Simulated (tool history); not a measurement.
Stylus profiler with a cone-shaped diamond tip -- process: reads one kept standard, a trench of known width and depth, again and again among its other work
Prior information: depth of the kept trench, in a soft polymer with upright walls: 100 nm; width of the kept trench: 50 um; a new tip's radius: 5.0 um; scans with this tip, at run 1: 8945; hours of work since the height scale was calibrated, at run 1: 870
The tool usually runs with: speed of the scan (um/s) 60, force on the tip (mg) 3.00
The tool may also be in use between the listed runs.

| run | hour | speed of the scan (um/s) | force on the tip (mg) | scans with this tip | hours of work since the height scale was calibrated | depth of the trench (nm) | width of the trench's floor (um) |
|---|---|---|---|---|---|---|---|
| 1 | 0.0 | 60 | 3.00 | 8945 | 870 | 100.64 | 47.25 |
| 2 | 9.2 | 60 | 3.00 | 8996 | 875 | 100.67 | 47.28 |
| 3 | 21.3 | 60 | 3.00 | 9062 | 881 | 100.69 | 47.32 |
| 4 | 28.7 | 60 | 3.00 | 9104 | 885 | 100.72 | 47.30 |
| 5 | 39.3 | 60 | 3.00 | 9162 | 891 | 100.68 | 47.31 |
| 6 | 45.5 | 221 | 3.00 | 9196 | 894 | 100.70 | 46.50 |
| 7 | 58.6 | 132 | 3.00 | 9269 | 901 | 100.74 | 46.96 |
| 8 | 67.6 | 60 | 3.00 | 9318 | 906 | 100.70 | 47.31 |
| 9 | 80.0 | 60 | 3.00 | 9386 | 913 | 100.67 | 47.26 |
| 10 | 89.8 | 60 | 3.00 | 9441 | 918 | 100.69 | 47.28 |
| 11 | 102.6 | 60 | 4.49 | 9511 | 925 | 100.90 | 47.33 |
| 12 | 116.6 | 60 | 4.49 | 9588 | 932 | 101.04 | 47.34 |
| 13 | 127.2 | 60 | 4.49 | 9647 | 938 | 100.97 | 47.31 |
| 14 | 139.7 | 60 | 4.49 | 9716 | 945 | 101.01 | 47.32 |
| 15 | 153.6 | 60 | 4.49 | 9793 | 952 | 100.97 | 47.32 |
| 16 | 165.5 | 69 | 3.00 | 9858 | 958 | 100.65 | 47.17 |
| 17 | 174.8 | 69 | 3.00 | 9909 | 963 | 100.67 | 47.25 |
| 18 | 186.1 | 60 | 3.00 | 9972 | 970 | 100.65 | 47.26 |
| 19 | 194.5 | 60 | 8.00 | 10018 | 974 | 101.53 | 47.32 |
| 20 | 202.4 | 60 | 8.00 | 10062 | 978 | 101.49 | 47.41 |
| 21 | 210.0 | 60 | 8.00 | 10103 | 982 | 101.46 | 47.42 |
| 22 | 221.2 | 25 | 3.84 | 10165 | 988 | 100.81 | 47.49 |
| 23 | 236.4 | 59 | 1.69 | 10249 | 996 | 100.41 | 47.12 |
| 24 | 251.6 | 78 | 1.14 | 10333 | 1005 | 100.22 | 46.83 |
| 25 | 260.3 | 78 | 1.14 | 10381 | 1009 | 100.26 | 46.90 |
| 26 | 268.2 | 102 | 3.55 | 10425 | 1014 | 100.74 | 47.12 |
| 27 | 283.1 | 116 | 3.65 | 10507 | 1022 | 100.79 | 47.02 |
| 28 | 297.4 | 133 | 3.00 | 10586 | 1029 | 100.67 | 46.87 |
| 29 | 311.9 | 134 | 4.66 | 10666 | 1037 | 100.97 | 46.91 |
| 30 | 323.8 | 134 | 4.66 | 10731 | 1043 | 101.01 | 46.96 |
| 31 | 335.5 | 134 | 4.66 | 10796 | 1050 | 101.02 | 46.96 |
| 32 | 344.6 | 134 | 4.66 | 10846 | 1055 | 100.91 | 46.99 |
| 33 | 356.6 | 65 | 2.19 | 10912 | 1061 | 100.48 | 47.16 |
| 34 | 365.5 | 18 | 5.02 | 10961 | 1066 | 101.04 | 47.46 |
| 35 | 373.4 | 198 | 2.69 | 11005 | 1070 | 100.55 | 46.43 |
| 36 | 381.2 | 198 | 2.69 | 11048 | 1074 | 100.59 | 46.46 |
| 37 | 394.9 | 34 | 6.49 | 11124 | 1082 | 101.21 | 47.42 |
| 38 | 407.8 | 24 | 3.00 | 11195 | 1088 | 100.71 | 47.44 |
| 39 | 418.3 | 24 | 3.00 | 11253 | 1094 | 100.60 | 47.33 |
| 40 | 433.2 | 24 | 3.00 | 11335 | 1102 | 100.68 | 47.42 |
| 41 | 446.9 | 28 | 4.35 | 11410 | 1109 | 100.89 | 47.42 |
| 42 | 456.3 | 28 | 4.35 | 11463 | 1114 | 100.93 | 47.36 |

Below are 5 alternative next runs, each starting from the tool's condition after run 42. Predict each:
| A | 466.0 | 60 | 3.76 | 11516 | 1120 | ? | ? |
| B | 466.0 | 93 | 6.42 | 11516 | 1120 | ? | ? |
| C | 466.0 | 94 | 4.35 | 11516 | 1120 | ? | ? |
| D | 466.0 | 39 | 3.44 | 11516 | 1120 | ? | ? |
| E | 466.0 | 60 | 1.41 | 11516 | 1120 | ? | ? |

| run | depth of the trench (nm) | width of the trench's floor (um) |
|---|---|---|
| A | 100.75 | 47.23 |
| B | 101.25 | 47.19 |
| C | 100.82 | 47.06 |
| D | 100.72 | 47.31 |
| E | 100.24 | 47.02 |
With the hidden condition removed and each run's random variation left untouched, the same runs would have given:
| run | depth of the trench (nm) | width of the trench's floor (um) |
|---|---|---|
| A | 101.00 | 47.75 |
| B | 101.51 | 47.71 |
| C | 101.07 | 47.58 |
| D | 100.97 | 47.83 |
| E | 100.49 | 47.54 |

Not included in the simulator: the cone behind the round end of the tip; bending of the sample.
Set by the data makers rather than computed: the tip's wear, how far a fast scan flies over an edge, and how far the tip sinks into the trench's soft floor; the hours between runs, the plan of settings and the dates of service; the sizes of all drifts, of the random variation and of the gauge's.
